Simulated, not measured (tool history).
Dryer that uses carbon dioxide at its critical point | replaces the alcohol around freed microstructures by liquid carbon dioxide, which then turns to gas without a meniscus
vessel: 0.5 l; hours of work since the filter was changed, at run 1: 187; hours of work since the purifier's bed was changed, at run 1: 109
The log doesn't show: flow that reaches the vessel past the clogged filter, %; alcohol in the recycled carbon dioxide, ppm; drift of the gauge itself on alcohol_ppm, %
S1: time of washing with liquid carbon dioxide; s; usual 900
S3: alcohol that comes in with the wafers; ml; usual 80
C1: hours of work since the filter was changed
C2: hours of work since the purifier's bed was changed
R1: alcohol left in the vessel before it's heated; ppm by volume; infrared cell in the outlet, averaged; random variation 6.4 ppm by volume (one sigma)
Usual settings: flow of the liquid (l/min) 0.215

run 1 hour=0.0 | S1=900 flow_of_the_liquid_(l/min)=0.215 S3=80 | C1=187 C2=109 | R1=435
run 2 hour=32.5 | S1=1020 flow_of_the_liquid_(l/min)=0.215 S3=80 | C1=206 C2=128 | R1=225
run 3 hour=65.6 | S1=1020 flow_of_the_liquid_(l/min)=0.215 S3=80 | C1=225 C2=147 | R1=243
run 4 hour=96.0 | S1=1020 flow_of_the_liquid_(l/min)=0.215 S3=80 | C1=243 C2=165 | R1=251
run 5 hour=116.7 | S1=1020 flow_of_the_liquid_(l/min)=0.215 S3=80 | C1=255 C2=177 | R1=262
run 6 hour=147.7 | S1=1020 flow_of_the_liquid_(l/min)=0.215 S3=80 | C1=273 C2=195 | R1=277
run 7 hour=182.0 | S1=900 flow_of_the_liquid_(l/min)=0.215 S3=80 | C1=293 C2=214 | R1=562
run 8 hour=217.2 | S1=900 flow_of_the_liquid_(l/min)=0.215 S3=80 | C1=313 C2=235 | R1=585
run 9 hour=243.3 | S1=900 flow_of_the_liquid_(l/min)=0.181 S3=80 | C1=328 C2=250 | R1=1375
run 10 hour=272.9 | S1=900 flow_of_the_liquid_(l/min)=0.181 S3=80 | C1=345 C2=267 | R1=1369
run 11 hour=296.8 | S1=900 flow_of_the_liquid_(l/min)=0.181 S3=80 | C1=359 C2=281 | R1=1457
run 12 hour=318.0 | S1=900 flow_of_the_liquid_(l/min)=0.181 S3=80 | C1=371 C2=293 | R1=1439
run 13 hour=346.1 | S1=900 flow_of_the_liquid_(l/min)=0.181 S3=80 | C1=388 C2=310 | R1=1512
run 14 hour=373.4 | S1=900 flow_of_the_liquid_(l/min)=0.215 S3=80 | C1=403 C2=325 | R1=730
run 15 hour=404.8 | S1=900 flow_of_the_liquid_(l/min)=0.215 S3=80 | C1=422 C2=344 | R1=780
run 16 hour=431.0 | S1=900 flow_of_the_liquid_(l/min)=0.215 S3=80 | C1=437 C2=359 | R1=797
run 17 hour=459.5 | S1=900 flow_of_the_liquid_(l/min)=0.215 S3=80 | C1=453 C2=375 | R1=831
run 18 hour=482.7 | S1=900 flow_of_the_liquid_(l/min)=0.215 S3=80 | C1=467 C2=389 | R1=861
run 19 hour=498.6 | S1=900 flow_of_the_liquid_(l/min)=0.215 S3=80 | C1=476 C2=398 | R1=869
run 20 hour=529.9 | S1=900 flow_of_the_liquid_(l/min)=0.215 S3=80 | C1=494 C2=416 | R1=926
-- hour=541.8 inlet filter changed
run 21 hour=553.4 | S1=900 flow_of_the_liquid_(l/min)=0.157 S3=80 | C1=7 C2=429 | R1=1537
run 22 hour=574.5 | S1=900 flow_of_the_liquid_(l/min)=0.157 S3=80 | C1=19 C2=441 | R1=1593
run 23 hour=591.7 | S1=1140 flow_of_the_liquid_(l/min)=0.266 S3=65 | C1=29 C2=451 | R1=112
run 24 hour=609.0 | S1=960 flow_of_the_liquid_(l/min)=0.266 S3=110 | C1=39 C2=461 | R1=170
run 25 hour=636.8 | S1=600 flow_of_the_liquid_(l/min)=0.266 S3=33 | C1=55 C2=477 | R1=515
run 26 hour=668.8 | S1=900 flow_of_the_liquid_(l/min)=0.227 S3=80 | C1=74 C2=496 | R1=369
run 27 hour=703.0 | S1=1200 flow_of_the_liquid_(l/min)=0.291 S3=68 | C1=93 C2=516 | R1=122
run 28 hour=718.8 | S1=1200 flow_of_the_liquid_(l/min)=0.207 S3=68 | C1=103 C2=525 | R1=185
run 29 hour=742.1 | S1=600 flow_of_the_liquid_(l/min)=0.136 S3=80 | C1=116 C2=538 | R1=11544
run 30 hour=759.0 | S1=660 flow_of_the_liquid_(l/min)=0.215 S3=75 | C1=126 C2=548 | R1=1883
run 31 hour=788.1 | S1=660 flow_of_the_liquid_(l/min)=0.215 S3=75 | C1=143 C2=565 | R1=1924
-- hour=801.5 purifier's bed changed
run 32 hour=827.0 | S1=1140 flow_of_the_liquid_(l/min)=0.132 S3=80 | C1=164 C2=15 | R1=1327
run 33 hour=856.9 | S1=1020 flow_of_the_liquid_(l/min)=0.215 S3=88 | C1=181 C2=32 | R1=217
run 34 hour=883.5 | S1=720 flow_of_the_liquid_(l/min)=0.137 S3=69 | C1=196 C2=48 | R1=6213
run 35 hour=917.9 | S1=720 flow_of_the_liquid_(l/min)=0.254 S3=74 | C1=216 C2=67 | R1=625
run 36 hour=952.6 | S1=900 flow_of_the_liquid_(l/min)=0.215 S3=95 | C1=236 C2=88 | R1=608
run 37 hour=978.1 | S1=1080 flow_of_the_liquid_(l/min)=0.269 S3=21 | C1=251 C2=102 | R1=42
run 38 hour=1012.5 | S1=1080 flow_of_the_liquid_(l/min)=0.269 S3=21 | C1=271 C2=122 | R1=41
run 39 hour=1032.5 | S1=1080 flow_of_the_liquid_(l/min)=0.269 S3=21 | C1=283 C2=134 | R1=40
run 40 hour=1060.5 | S1=960 flow_of_the_liquid_(l/min)=0.160 S3=82 | C1=299 C2=150 | R1=1732
run 41 hour=1079.8 | S1=600 flow_of_the_liquid_(l/min)=0.215 S3=80 | C1=310 C2=161 | R1=3623
run 42 hour=1112.1 | S1=600 flow_of_the_liquid_(l/min)=0.215 S3=80 | C1=329 C2=180 | R1=3771

Measured less the same run without the tool's hidden state. The same run-to-run variation is in both; the gauge's scatter may not be:
run=1 R1=+162
run=2 R1=+105
run=3 R1=+121
run=4 R1=+133
run=5 R1=+140
run=6 R1=+157
run=7 R1=+290
run=8 R1=+322
run=9 R1=+665
run=10 R1=+688
run=11 R1=+751
run=12 R1=+757
run=13 R1=+825
run=14 R1=+466
run=15 R1=+504
run=16 R1=+521
run=17 R1=+560
run=18 R1=+589
run=19 R1=+598
run=20 R1=+643
run=21 R1=+166
run=22 R1=+203
run=23 R1=+106
run=24 R1=+114
run=25 R1=+162
run=26 R1=+169
run=27 R1=+121
run=28 R1=+139
run=29 R1=+1547
run=30 R1=+507
run=31 R1=+556
run=32 R1=+376
run=33 R1=+91
run=34 R1=+1417
run=35 R1=+254
run=36 R1=+280
run=37 R1=+31
run=38 R1=+36
run=39 R1=+38
run=40 R1=+788
run=41 R1=+1436
run=42 R1=+1566
